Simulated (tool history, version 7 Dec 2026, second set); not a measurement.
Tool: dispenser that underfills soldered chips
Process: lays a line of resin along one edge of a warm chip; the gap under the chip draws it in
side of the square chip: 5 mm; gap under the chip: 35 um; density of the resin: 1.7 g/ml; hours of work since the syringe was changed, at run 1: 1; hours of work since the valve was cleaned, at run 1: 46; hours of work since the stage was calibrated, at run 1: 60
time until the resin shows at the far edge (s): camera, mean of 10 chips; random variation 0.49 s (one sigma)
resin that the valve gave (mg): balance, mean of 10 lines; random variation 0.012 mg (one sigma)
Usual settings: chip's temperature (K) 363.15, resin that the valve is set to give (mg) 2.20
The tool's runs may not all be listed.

run  hour  chip's temperature (K)  resin that the valve is set to give (mg)  hours of work since the syringe was changed  hours of work since the valve was cleaned  hours of work since the stage was calibrated  time until the resin shows at the far edge (s)  resin that the valve gave (mg)
  1   0.0                  363.15                                      2.20                                            1                                         46                                            60                                            43.8                            2.10
  2   3.8                  363.15                                      2.20                                            4                                         49                                            63                                            47.7                            2.12
      6.0  -- new syringe of resin
  3   7.9                  363.15                                      2.20                                            1                                         52                                            66                                            44.2                            2.11
  4  12.4                  363.15                                      2.20                                            5                                         55                                            70                                            49.1                            2.10
     13.4  -- new syringe of resin
  5  14.7                  363.15                                      2.20                                            1                                         57                                            72                                            43.8                            2.09
  6  18.4                  363.15                                      2.20                                            4                                         60                                            74                                            47.7                            2.08
     20.6  -- new syringe of resin
  7  23.3                  374.15                                      2.20                                            2                                         64                                            78                                            26.9                            2.08
  8  26.1                  374.15                                      2.20                                            4                                         66                                            80                                            29.4                            2.06
     27.8  -- new syringe of resin
  9  28.7                  363.15                                      1.96                                            1                                         68                                            82                                            44.0                            1.84
 10  33.0                  358.15                                      2.16                                            4                                         71                                            85                                            59.8                            2.04
     34.8  -- new syringe of resin
 11  37.2                  358.15                                      2.16                                            2                                         74                                            88                                            57.4                            2.02
 12  39.9                  374.15                                      2.20                                            4                                         76                                            90                                            28.5                            2.05
     41.9  -- new syringe of resin
 13  43.7                  374.15                                      2.20                                            1                                         79                                            93                                            26.6                            2.05
 14  46.0                  371.15                                      2.32                                            3                                         81                                            95                                            32.0                            2.16
     49.1  -- new syringe of resin
 15  49.3                  359.15                                      2.45                                            0                                         83                                            97                                            49.6                            2.28
 16  52.0                  365.15                                      1.91                                            2                                         85                                            99                                            42.6                            1.76
     56.2  -- new syringe of resin
 17  57.2                  349.15                                      2.00                                            1                                         89                                           103                                            89.4                            1.83
 18  62.3                  349.15                                      2.00                                            5                                         93                                           107                                            99.0                            1.85

Forecast each of these 3 alternatives for the next run:
     63.2  -- new syringe of resin
  A  64.9                  376.15                                      1.92                                            1                                         95                                           109                                               ?                               ?
     63.2  -- new syringe of resin
  B  64.9                  377.15                                      2.79                                            1                                         95                                           109                                               ?                               ?
     63.2  -- new syringe of resin
  C  64.9                  357.15                                      2.15                                            1                                         95                                           109                                               ?                               ?

run  time until the resin shows at the far edge (s)  resin that the valve gave (mg)
  A                                            25.3                            1.78
  B                                            22.7                            2.57
  C                                            59.5                            1.97
Without the tool's hidden state the same runs would have given:
run  time until the resin shows at the far edge (s)  resin that the valve gave (mg)
  A                                            23.9                            1.93
  B                                            22.0                            2.79
  C                                            56.8                            2.13
